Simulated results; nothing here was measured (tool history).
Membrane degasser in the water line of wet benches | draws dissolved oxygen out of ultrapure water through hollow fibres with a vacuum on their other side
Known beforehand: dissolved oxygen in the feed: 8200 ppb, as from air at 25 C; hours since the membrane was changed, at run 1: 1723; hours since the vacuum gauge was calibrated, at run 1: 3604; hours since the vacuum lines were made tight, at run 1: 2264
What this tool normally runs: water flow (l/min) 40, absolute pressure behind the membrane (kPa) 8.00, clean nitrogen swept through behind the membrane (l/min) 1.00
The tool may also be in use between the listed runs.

| run | day | water flow (l/min) | absolute pressure behind the membrane (kPa) | clean nitrogen swept through behind the membrane (l/min) | hours since the membrane was changed | hours since the vacuum gauge was calibrated | hours since the vacuum lines were made tight | dissolved oxygen in the water behind the degasser (ppb) | pressure that the water loses in the fibres (kPa) |
|---|---|---|---|---|---|---|---|---|---|
| 1 | 0.000 | 40 | 8.00 | 1.00 | 1723 | 3604 | 2264 | 452.3 | 64.34 |
| 2 | 3.342 | 40 | 8.00 | 1.00 | 1803 | 3684 | 2345 | 450.0 | 64.10 |
| 3 | 5.146 | 40 | 8.00 | 1.00 | 1847 | 3728 | 2388 | 445.3 | 64.09 |
| 4 | 7.858 | 40 | 8.00 | 1.00 | 1912 | 3793 | 2453 | 443.4 | 64.14 |
| 5 | 9.546 | 40 | 8.00 | 1.00 | 1952 | 3833 | 2493 | 452.1 | 64.78 |
| 6 | 12.833 | 40 | 8.00 | 1.00 | 2031 | 3912 | 2572 | 442.0 | 64.09 |
| 7 | 15.017 | 40 | 8.00 | 1.00 | 2084 | 3964 | 2625 | 444.5 | 64.74 |
| 8 | 17.696 | 40 | 8.00 | 1.00 | 2148 | 4029 | 2689 | 451.4 | 64.57 |
| 9 | 19.208 | 59 | 11.68 | 1.00 | 2184 | 4065 | 2725 | 964.9 | 94.95 |
| 10 | 21.779 | 40 | 8.40 | 1.00 | 2246 | 4127 | 2787 | 472.5 | 64.52 |

Run 11 has not been measured yet. What should we expect?
| 11 | 24.075 | 38 | 8.00 | 0.65 | 2301 | 4182 | 2842 | ? | ? |

dissolved oxygen in the water behind the degasser (ppb): 557.8
pressure that the water loses in the fibres (kPa): 61.23
Had the tool carried no hidden state, the very same run would have given dissolved oxygen in the water behind the degasser (ppb) 556.8, pressure that the water loses in the fibres (kPa) 61.20.
